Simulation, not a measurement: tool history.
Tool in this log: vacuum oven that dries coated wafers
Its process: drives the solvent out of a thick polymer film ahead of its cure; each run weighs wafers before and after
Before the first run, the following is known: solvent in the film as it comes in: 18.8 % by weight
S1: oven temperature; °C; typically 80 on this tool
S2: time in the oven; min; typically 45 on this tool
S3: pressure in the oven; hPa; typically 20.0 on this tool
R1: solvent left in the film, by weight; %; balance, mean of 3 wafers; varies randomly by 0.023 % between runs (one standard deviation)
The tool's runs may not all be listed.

run     day  S1  S2    S3    R1
  1   0.000  80  45  20.0  2.10
  2   2.496  93  45  20.0  0.73
  3   4.279  93  45  20.0  0.64
  4   5.883  93  45  20.0  0.65
  5   8.438  93  81  20.0  0.69
  6  10.021  91  45  20.0  0.83
  7  11.854  78  45  20.0  2.68
  8  14.229  78  45  20.0  2.72
  9  16.088  78  45  20.0  2.71
 10  17.204  80  45  20.0  2.25
 11  19.858  80  45  32.4  2.81
 12  22.004  80  45  32.4  2.89
 13  24.396  80  45  20.0  2.29
 14  26.617  80  77  20.0  1.37
 15  28.738  80  77  20.0  1.37
 16  31.262  80  45  57.4  4.16
 17  33.358  80  54  20.0  1.89
 18  36.046  80  54  20.0  1.89
 19  38.417  80  54  20.0  1.92
 20  40.862  80  45  20.0  2.24
 21  42.821  80  45  62.0  4.29
 22  44.683  80  45  62.0  4.31
 23  45.858  80  45  62.0  4.28
 24  48.062  80  31  22.5  3.73
 25  49.662  77  31  22.5  4.73
 26  52.375  87  27  22.0  2.16
 27  54.267  87  27  22.0  2.20
 28  56.008  80  37  20.0  2.79
 29  57.971  71  37  20.0  5.98
 30  59.338  71  37  15.4  5.74
 31  60.996  71  37  15.4  5.81
 32  62.238  75  57  15.4  2.49
 33  64.708  75  43  47.7  5.36
 34  66.838  79  78  47.7  2.83
 35  69.346  78  78  52.7  3.33
 36  71.212  80  45  15.9  2.08
 37  72.362  68  45  19.7  6.34
 38  73.538  80  45  21.4  2.34
 39  75.088  76  69  15.3  1.82
 40  76.904  76  69  15.3  1.77
 41  78.796  80  45  79.2  5.18
 42  80.079  80  40  50.4  4.17
 43  82.379  81  25  12.5  4.08
 44  83.733  92  35  61.8  2.31
 45  85.204  86  48  21.1  1.26
 46  87.362  93  26  71.2  2.85

Withheld: 2 entries from between the runs. Position of each, and hidden state at the listed run before versus the listed run after:
Runs 19 to 20: oven's thermocouples calibrated (day 38.917)
  true wafer temperature over the reading, C: -0.82 -> -0.22; true pressure over the reading, kPa: 0.328 -> 0.342
  measured minus no-state result, R1: +0.31 -> +0.21 %
Runs 25 to 26: vacuum gauge cleaned of residue and calibrated (day 51.462)
  true wafer temperature over the reading, C: -0.38 -> -0.43; true pressure over the reading, kPa: 0.401 -> 0.003
  measured minus no-state result, R1: +0.32 -> +0.10 %

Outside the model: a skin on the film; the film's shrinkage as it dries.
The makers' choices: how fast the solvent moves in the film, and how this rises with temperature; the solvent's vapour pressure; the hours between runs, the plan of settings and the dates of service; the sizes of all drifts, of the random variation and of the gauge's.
